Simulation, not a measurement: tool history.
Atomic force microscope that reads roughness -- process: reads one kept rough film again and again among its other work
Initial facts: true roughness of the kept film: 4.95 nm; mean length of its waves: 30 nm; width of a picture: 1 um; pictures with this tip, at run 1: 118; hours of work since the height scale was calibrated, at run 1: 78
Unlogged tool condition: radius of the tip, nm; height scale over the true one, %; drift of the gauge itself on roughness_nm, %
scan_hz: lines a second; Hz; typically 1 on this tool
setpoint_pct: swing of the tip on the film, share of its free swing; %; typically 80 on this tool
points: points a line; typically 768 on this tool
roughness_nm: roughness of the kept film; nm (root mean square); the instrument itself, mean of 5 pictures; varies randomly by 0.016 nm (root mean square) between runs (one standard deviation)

run   hour  scan_hz  setpoint_pct  points  pictures with this tip  hours of work since the height scale was calibrated  roughness_nm
  1      0        1            80     768                     118                                                   78         3.375
  2    9.2        1            80     768                     125                                                   82         3.368
  3   14.6        1            80     768                     129                                                   84          3.34
  4   26.5     1.83            80     768                     138                                                   90         3.126
  5   38.4        1            80     768                     147                                                   95         3.289
  6   49.5        1            80     768                     155                                                  100         3.224
  7   57.4        1            80     274                     161                                                  103         3.183
  8   68.3        1            80     274                     169                                                  108         3.164
  9   75.1        1            80     274                     174                                                  111         3.143
 10   81.5        1            80     274                     179                                                  114         3.143
 11   88.7        1            80     274                     184                                                  117         3.131
 12   98.3        1            80     919                     191                                                  121          3.15
 13  104.3        1            80     919                     196                                                  124         3.131
 14  115.9        1            80     919                     204                                                  129         3.129
 15  121.4        1            80     919                     209                                                  131         3.088
 16  130.4        1            80     768                     215                                                  135         3.079
     138.8  -- new tip fitted
 17  139.7        1            80     768                       1                                                  139         3.785
 18  145.9        1            80     768                       6                                                  142         3.731
 19  154.7     1.98            74     768                      12                                                  145         3.612
 20  159.7     1.24            80     464                      16                                                  148         3.637
     161.6  -- height scale calibrated on a step standard
 21  166.8     1.89            69     723                      20                                                    2          3.65
 22  178.3     0.56            56     519                      29                                                    7         3.898
 23  189.4     0.51            80     762                      37                                                   12         3.739
 24  200.6     1.18            69     789                      46                                                   17         3.691
 25  210.7     1.26            80     662                      53                                                   22          3.53
 26  218.2     1.26            80     662                      59                                                   25         3.489
     224.5  -- height scale calibrated on a step standard, once more
 27  230.3     2.78            72     622                      67                                                    3         3.341
 28  238.1     2.78            72     622                      73                                                    6         3.307
 29  247.8     2.78            70     622                      80                                                   10         3.292
 30  259.1     0.58            78     514                      89                                                   15         3.525
 31  266.6     2.34            69     514                      94                                                   18         3.361
 32  273.3        1            88     521                      99                                                   21          3.29
 33  281.2        1            77     784                     105                                                   25         3.404

Below, some changes in roughness_nm between adjacent runs. For each, the amount present without the hidden state too (settings, incoming material, random variation) and the amount remaining for the hidden state with gauge scatter not shared by both compared results:
Run 4 -> 5: scan_hz 1.83 -> 1. roughness_nm +0.163 nm (root mean square): hidden state -0.054, all else +0.217.
Run 16 -> 17: new tip fitted. roughness_nm +0.706 nm (root mean square): hidden state +0.69, all else +0.016.
Run 21 -> 22: scan_hz 1.89 -> 0.56, setpoint_pct 69 -> 56, points 723 -> 519. roughness_nm +0.248 nm (root mean square): hidden state -0.044, all else +0.292.
Run 29 -> 30: scan_hz 2.78 -> 0.58, setpoint_pct 70 -> 78, points 622 -> 514. roughness_nm +0.233 nm (root mean square): hidden state -0.056, all else +0.289.

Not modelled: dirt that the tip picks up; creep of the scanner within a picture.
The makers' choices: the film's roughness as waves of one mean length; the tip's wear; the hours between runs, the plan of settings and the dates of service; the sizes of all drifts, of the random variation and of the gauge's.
